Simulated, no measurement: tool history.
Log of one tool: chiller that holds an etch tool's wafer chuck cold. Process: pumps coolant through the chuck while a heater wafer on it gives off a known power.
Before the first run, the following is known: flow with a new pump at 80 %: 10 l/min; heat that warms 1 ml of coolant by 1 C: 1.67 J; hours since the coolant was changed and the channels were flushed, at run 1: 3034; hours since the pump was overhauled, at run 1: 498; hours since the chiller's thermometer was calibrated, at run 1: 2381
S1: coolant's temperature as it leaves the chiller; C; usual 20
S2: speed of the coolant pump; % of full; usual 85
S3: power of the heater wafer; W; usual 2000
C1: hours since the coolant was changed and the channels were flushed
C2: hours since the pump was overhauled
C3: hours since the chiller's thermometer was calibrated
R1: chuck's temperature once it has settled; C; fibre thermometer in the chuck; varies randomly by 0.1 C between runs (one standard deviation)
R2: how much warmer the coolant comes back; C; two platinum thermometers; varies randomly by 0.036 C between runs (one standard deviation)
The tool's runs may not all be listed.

Run 1, hour 0.0: usual settings; C1 3034; C2 498; C3 2381. Result: R1 43.6 C, R2 6.83 C.
Run 2, hour 64.6: usual settings but S3 2607 W; C1 3099; C2 563; C3 2445. Result: R1 50.9 C, R2 8.81 C.
Run 3, hour 134.7: usual settings; C1 3169; C2 633; C3 2515. Result: R1 43.7 C, R2 6.86 C.
Run 4, hour 249.7: usual settings but S1 18 C; C1 3284; C2 748; C3 2630. Result: R1 41.8 C, R2 6.85 C.
Run 5, hour 316.0: usual settings but S3 1359 W; C1 3350; C2 814; C3 2697. Result: R1 36.1 C, R2 4.67 C.
Run 6, hour 425.1: usual settings but S2 66 % of full; C1 3459; C2 923; C3 2806. Result: R1 49.4 C, R2 9.04 C.
Run 7, hour 545.1: usual settings; C1 3579; C2 1043; C3 2926. Result: R1 44.3 C, R2 6.89 C.
Run 8, hour 599.7: usual settings but S1 18 C; C1 3634; C2 1098; C3 2980. Result: R1 42.2 C, R2 6.92 C.
Run 9, hour 682.3: usual settings but S1 18 C; C1 3716; C2 1181; C3 3063. Result: R1 42.1 C, R2 6.90 C.
Run 10, hour 760.7: usual settings but S2 67 % of full, S3 1745 W; C1 3795; C2 1259; C3 3141. Result: R1 45.7 C, R2 7.80 C.
Run 11, hour 849.8: usual settings but S2 67 % of full, S3 1745 W; C1 3884; C2 1348; C3 3230. Result: R1 45.7 C, R2 7.75 C.
Run 12, hour 951.0: usual settings but S2 67 % of full, S3 1745 W; C1 3985; C2 1449; C3 3332. Result: R1 45.8 C, R2 7.88 C.
Run 13, hour 1070.0: usual settings but S2 67 % of full, S3 1745 W; C1 4104; C2 1568; C3 3450. Result: R1 45.9 C, R2 7.86 C.

Alternative continuations, all from the tool just after run 13; predict every row:
Run A, hour 1159.3: usual settings but S1 17 C, S2 67 % of full, S3 1072 W; C1 4193; C2 1658; C3 3540. Result: R1 ?, R2 ?.
Run B, hour 1159.3: usual settings but S2 65 % of full, S3 1430 W; C1 4193; C2 1658; C3 3540. Result: R1 ?, R2 ?.
Run C, hour 1159.3: usual settings but S3 1369 W; C1 4193; C2 1658; C3 3540. Result: R1 ?, R2 ?.

run    R1    R2
  A  32.9  4.85
  B  41.8  6.64
  C  36.7  4.79
The same runs, with their run-to-run variation unchanged, on a tool lacking any hidden condition would have given:
run    R1    R2
  A  31.2  4.67
  B  39.2  6.39
  C  34.8  4.61

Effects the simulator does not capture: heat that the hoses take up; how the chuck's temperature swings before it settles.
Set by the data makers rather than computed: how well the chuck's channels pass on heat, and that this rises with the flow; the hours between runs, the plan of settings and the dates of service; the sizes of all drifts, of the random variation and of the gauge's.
